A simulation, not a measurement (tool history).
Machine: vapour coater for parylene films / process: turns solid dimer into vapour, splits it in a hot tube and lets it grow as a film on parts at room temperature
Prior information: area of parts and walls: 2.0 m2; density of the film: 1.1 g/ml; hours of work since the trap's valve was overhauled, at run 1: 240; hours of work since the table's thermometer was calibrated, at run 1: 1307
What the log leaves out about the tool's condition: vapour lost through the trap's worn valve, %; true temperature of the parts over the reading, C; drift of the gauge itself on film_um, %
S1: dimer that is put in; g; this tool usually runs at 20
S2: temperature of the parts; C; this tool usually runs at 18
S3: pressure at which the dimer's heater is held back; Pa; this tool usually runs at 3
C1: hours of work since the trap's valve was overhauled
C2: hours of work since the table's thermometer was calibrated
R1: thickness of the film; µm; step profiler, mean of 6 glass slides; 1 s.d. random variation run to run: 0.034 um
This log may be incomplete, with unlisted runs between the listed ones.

run,day,S1,S2,S3,C1,C2,R1
1,0,20,18,3,240,1307,7.32
# day 2.842: trap's valve overhauled
2,2.854,20,18,3,0,1342,7.63
3,4.571,20,18,3,23,1365,7.64
4,6.079,20,18,3,43,1385,7.57
5,9.104,20,18,3,83,1425,7.42
6,12.325,36,18,3,125,1467,13.27
7,14.954,22,18,3,160,1502,8.06
8,16.908,20,18,3,186,1528,7.28
9,20.304,20,18,3,231,1573,7.18
10,21.683,20,18,3,249,1591,7.12
11,23.512,20,18,3,273,1615,7.09
# day 23.817: trap's valve overhauled
# day 24.104: table's thermometer calibrated
12,26.4,20,10,3,34,30,8.86
13,29.5,20,10,3,75,71,8.72
14,30.946,20,16,3,94,91,7.68
15,34.083,30,16,3,135,132,11.41
16,36.358,30,16,3,165,162,11.3
# day 37.954: table's thermometer calibrated, once more
17,39.508,30,16,3,206,21,11.55
18,42.446,30,16,3,245,59,11.52
# day 44.942: trap's valve overhauled
19,45.6,30,16,3,9,99,12.12
20,47.008,20,18,3,27,118,7.75
21,48.538,20,18,3,48,138,7.73
22,50.438,20,18,3,73,163,7.71
23,52.554,20,18,3,101,191,7.6
24,54.362,36,20,4.22,125,215,12.26
25,56.95,23,19,4.22,159,249,7.89
26,59.983,23,19,4.22,199,289,7.86
27,62.996,14,27,8.67,239,329,3.5
28,64.879,10,14,10.11,264,354,3.08
# day 65.921: trap's valve overhauled
29,67.521,10,14,10.11,21,387,3.28
30,70.754,10,14,10.11,64,429,3.25
31,72.238,31,26,3,84,449,10.15
32,73.708,31,26,3,103,468,10.08
33,75.567,12,12,7.01,128,493,4.31
34,78.95,29,14,2.11,172,538,12.37
35,82.092,29,14,2.11,214,579,12.32
36,85.121,29,14,2.11,254,619,12.08
# day 87.062: trap's valve overhauled
37,88.038,23,23,3,13,656,8.08
38,90.304,23,23,3,43,686,7.98
39,93.021,29,12,9.96,79,722,9.69
40,94.483,19,20,2.76,98,741,7
41,97.775,19,20,2.76,142,785,6.92
42,100.05,24,25,2.06,172,815,8.37
43,102.554,24,11,4.1,205,848,9.4
44,104.783,33,18,3,234,877,12.03
45,106.704,10,23,3,260,903,3.28
# day 108.175: trap's valve overhauled
46,110.092,9,22,2.96,25,945,3.18

Consider 3 possible next runs. They are alternatives, not a sequence: every one starts from the tool as it was left by run 46. What does each give?
A,112.983,20,11,3,64,983,?
B,112.983,16,22,2.96,64,983,?
C,112.983,20,17,5.09,64,983,?

run,R1
A,8.63
B,5.62
C,6.95
Without the tool's hidden state the same runs would have given:
run,R1
A,8.87
B,5.8
C,7.18
